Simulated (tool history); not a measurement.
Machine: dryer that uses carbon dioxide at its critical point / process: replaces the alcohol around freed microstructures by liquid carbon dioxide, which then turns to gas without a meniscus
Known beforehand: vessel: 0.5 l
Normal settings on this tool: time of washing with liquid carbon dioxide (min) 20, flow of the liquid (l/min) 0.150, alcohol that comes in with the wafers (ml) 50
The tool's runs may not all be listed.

| run | hour | time of washing with liquid carbon dioxide (min) | flow of the liquid (l/min) | alcohol that comes in with the wafers (ml) | alcohol left in the vessel before it's heated (ppm by volume) |
|---|---|---|---|---|---|
| 1 | 0.0 | 20 | 0.150 | 50 | 614 |
| 2 | 8.2 | 20 | 0.150 | 50 | 631 |
| 3 | 18.6 | 20 | 0.150 | 50 | 657 |
| 4 | 25.8 | 20 | 0.150 | 50 | 662 |
| 5 | 34.6 | 20 | 0.150 | 50 | 673 |
| 6 | 41.7 | 20 | 0.247 | 22 | 11 |
| 7 | 49.4 | 12 | 0.246 | 69 | 806 |
| 8 | 59.6 | 13 | 0.226 | 25 | 343 |
| 9 | 67.4 | 30 | 0.146 | 76 | 121 |

What will run 10 give?
| 10 | 73.0 | 18 | 0.146 | 76 | ? |

{"run 10": {"alcohol left in the vessel before it's heated (ppm by volume)": 1929}}
With no hidden state in the tool, this same run would have given alcohol left in the vessel before it's heated (ppm by volume) 1062.

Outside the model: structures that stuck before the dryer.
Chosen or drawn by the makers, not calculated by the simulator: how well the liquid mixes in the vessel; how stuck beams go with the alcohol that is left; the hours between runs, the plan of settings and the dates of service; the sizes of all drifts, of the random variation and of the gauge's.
